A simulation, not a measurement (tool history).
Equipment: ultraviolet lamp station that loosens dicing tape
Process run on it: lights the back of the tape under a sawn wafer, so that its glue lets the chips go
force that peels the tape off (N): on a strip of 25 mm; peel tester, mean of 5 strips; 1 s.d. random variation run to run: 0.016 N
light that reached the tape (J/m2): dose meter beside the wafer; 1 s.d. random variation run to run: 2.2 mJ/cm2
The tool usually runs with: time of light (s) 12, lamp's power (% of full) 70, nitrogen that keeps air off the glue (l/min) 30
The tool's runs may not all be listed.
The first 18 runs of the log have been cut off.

run	day	time of light (s)	lamp's power (% of full)	nitrogen that keeps air off the glue (l/min)	force that peels the tape off (N)	light that reached the tape (J/m2)
19	24.371	12	70	30	1.855	1250
20	25.575	12	70	30	1.860	1200
21	27.300	12	70	30	1.985	1150
22	28.325	12	70	24	2.323	1140
23	29.596	8	70	24	3.574	750
24	31.062	8	70	24	3.966	730
25	32.750	19	70	22	1.241	1750
26	34.567	19	85	35	0.536	2030
27	35.958	19	85	35	0.596	2010
28	37.288	18	89	11	1.710	1960
29	38.588	12	70	15	3.525	1030
30	39.383	22	67	30	0.925	1790
31	40.138	12	78	39	1.912	1110
# day 40.825: lamp changed
32	41.212	12	78	39	0.733	1760
33	42.046	12	78	39	0.746	1730
# day 42.358: window cleaned of glue's vapour
34	43.750	12	85	39	0.394	2190
35	45.283	12	85	39	0.429	2180
36	46.221	7	68	30	2.468	1010
37	47.708	10	64	30	1.552	1340
38	48.462	12	77	30	0.744	1940
39	49.467	12	77	30	0.778	1930
40	50.271	12	81	30	0.698	2000
41	51.421	12	87	30	0.596	2080
42	53.088	12	87	30	0.622	2040
43	54.100	12	87	30	0.652	2020

4 options for the next run, each taken on its own from the tool as it stands now. Forecast them:
A	55.521	15	87	30	?	?
B	55.521	14	88	30	?	?
C	55.521	7	95	59	?	?
D	55.521	7	64	30	?	?

run	force that peels the tape off (N)	light that reached the tape (J/m2)
A	0.360	2520
B	0.433	2400
C	1.135	1280
D	2.960	880
What these runs would have given with no unlogged condition in the tool:
run	force that peels the tape off (N)	light that reached the tape (J/m2)
A	0.225	2960
B	0.274	2800
C	0.795	1500
D	2.423	1020
